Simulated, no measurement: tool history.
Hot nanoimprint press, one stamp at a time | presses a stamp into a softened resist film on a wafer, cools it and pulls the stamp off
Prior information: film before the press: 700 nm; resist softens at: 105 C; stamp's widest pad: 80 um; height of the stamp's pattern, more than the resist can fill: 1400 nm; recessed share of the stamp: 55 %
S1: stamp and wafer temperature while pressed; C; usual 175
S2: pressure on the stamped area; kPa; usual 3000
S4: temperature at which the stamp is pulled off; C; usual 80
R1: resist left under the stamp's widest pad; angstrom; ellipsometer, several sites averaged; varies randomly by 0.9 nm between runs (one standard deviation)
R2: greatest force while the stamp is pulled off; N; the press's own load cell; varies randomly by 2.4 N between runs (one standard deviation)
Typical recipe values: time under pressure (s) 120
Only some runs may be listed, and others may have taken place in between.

run 1 hour=0 | S1=175 S2=3000 time_under_pressure_(s)=120 S4=80 | R1=3741 R2=113
-- hour=44.7 plate thermocouple calibrated
run 2 hour=44.9 | S1=175 S2=3000 time_under_pressure_(s)=120 S4=80 | R1=3867 R2=124
run 3 hour=118.4 | S1=175 S2=3000 time_under_pressure_(s)=120 S4=80 | R1=3866 R2=126
run 4 hour=157.1 | S1=175 S2=3000 time_under_pressure_(s)=120 S4=80 | R1=3863 R2=130
run 5 hour=229.8 | S1=175 S2=3000 time_under_pressure_(s)=120 S4=80 | R1=3844 R2=134
run 6 hour=269.8 | S1=175 S2=3000 time_under_pressure_(s)=120 S4=80 | R1=3844 R2=137
run 7 hour=334 | S1=175 S2=3000 time_under_pressure_(s)=160 S4=80 | R1=3471 R2=141
run 8 hour=381.3 | S1=175 S2=3000 time_under_pressure_(s)=160 S4=80 | R1=3473 R2=144
run 9 hour=415.3 | S1=175 S2=3000 time_under_pressure_(s)=160 S4=80 | R1=3466 R2=147
-- hour=437.8 stamp cleaned and given a new release coat
run 10 hour=500.9 | S1=175 S2=3000 time_under_pressure_(s)=160 S4=80 | R1=3464 R2=112
run 11 hour=575.9 | S1=175 S2=3000 time_under_pressure_(s)=238 S4=80 | R1=2975 R2=120
-- hour=596.8 plate thermocouple calibrated
run 12 hour=632.3 | S1=175 S2=3000 time_under_pressure_(s)=120 S4=71 | R1=3881 R2=127
run 13 hour=677.4 | S1=175 S2=3000 time_under_pressure_(s)=120 S4=71 | R1=3866 R2=135
run 14 hour=749.6 | S1=175 S2=3000 time_under_pressure_(s)=120 S4=73 | R1=3869 R2=130
run 15 hour=807.7 | S1=168 S2=2430 time_under_pressure_(s)=120 S4=80 | R1=5043 R2=130
run 16 hour=880.8 | S1=176 S2=4530 time_under_pressure_(s)=120 S4=80 | R1=3240 R2=138
run 17 hour=935.9 | S1=168 S2=2310 time_under_pressure_(s)=74 S4=80 | R1=5611 R2=137
run 18 hour=995.3 | S1=171 S2=3370 time_under_pressure_(s)=63 S4=68 | R1=5043 R2=158
run 19 hour=1028.8 | S1=175 S2=3000 time_under_pressure_(s)=120 S4=80 | R1=3871 R2=144
-- hour=1038.7 stamp cleaned and given a new release coat
run 20 hour=1107.5 | S1=181 S2=3000 time_under_pressure_(s)=70 S4=80 | R1=3865 R2=109
-- hour=1147.2 plate thermocouple calibrated
run 21 hour=1159.9 | S1=172 S2=3000 time_under_pressure_(s)=123 S4=80 | R1=4306 R2=114
run 22 hour=1233.7 | S1=170 S2=3000 time_under_pressure_(s)=88 S4=80 | R1=4982 R2=121
run 23 hour=1276.8 | S1=168 S2=3000 time_under_pressure_(s)=138 S4=80 | R1=4679 R2=122
run 24 hour=1344.3 | S1=169 S2=2180 time_under_pressure_(s)=122 S4=86 | R1=5069 R2=125
run 25 hour=1381.1 | S1=165 S2=2690 time_under_pressure_(s)=142 S4=69 | R1=5143 R2=143
-- hour=1430 press's hydraulic seals changed and the load cell set to zero
run 26 hour=1468.2 | S1=165 S2=4470 time_under_pressure_(s)=142 S4=78 | R1=4354 R2=141
run 27 hour=1514.5 | S1=166 S2=3000 time_under_pressure_(s)=120 S4=80 | R1=4972 R2=143
run 28 hour=1550.8 | S1=166 S2=3000 time_under_pressure_(s)=120 S4=80 | R1=4960 R2=142

What would each run have given without the hidden state, its run-to-run variation left as it was?
The hidden state here: true temperature over the reading, C; pressure that arrives at the usual setting, %; grip of the stamp's worn release coat, % over a new coat's; drift of the gauge itself on residual_nm, %; drift of the gauge itself on pull_off_n, %.
run=1 R1=3780 R2=103
run=2 R1=3787 R2=110
run=3 R1=3789 R2=107
run=4 R1=3788 R2=109
run=5 R1=3772 R2=108
run=6 R1=3773 R2=109
run=7 R1=3405 R2=109
run=8 R1=3408 R2=109
run=9 R1=3403 R2=109
run=10 R1=3404 R2=108
run=11 R1=2921 R2=111
run=12 R1=3780 R2=114
run=13 R1=3767 R2=118
run=14 R1=3773 R2=109
run=15 R1=4979 R2=107
run=16 R1=3092 R2=109
run=17 R1=5568 R2=106
run=18 R1=4949 R2=119
run=19 R1=3785 R2=107
run=20 R1=3777 R2=105
run=21 R1=4123 R2=106
run=22 R1=4813 R2=109
run=23 R1=4503 R2=107
run=24 R1=4951 R2=106
run=25 R1=5003 R2=119
run=26 R1=4336 R2=113
run=27 R1=4964 R2=112
run=28 R1=4955 R2=109

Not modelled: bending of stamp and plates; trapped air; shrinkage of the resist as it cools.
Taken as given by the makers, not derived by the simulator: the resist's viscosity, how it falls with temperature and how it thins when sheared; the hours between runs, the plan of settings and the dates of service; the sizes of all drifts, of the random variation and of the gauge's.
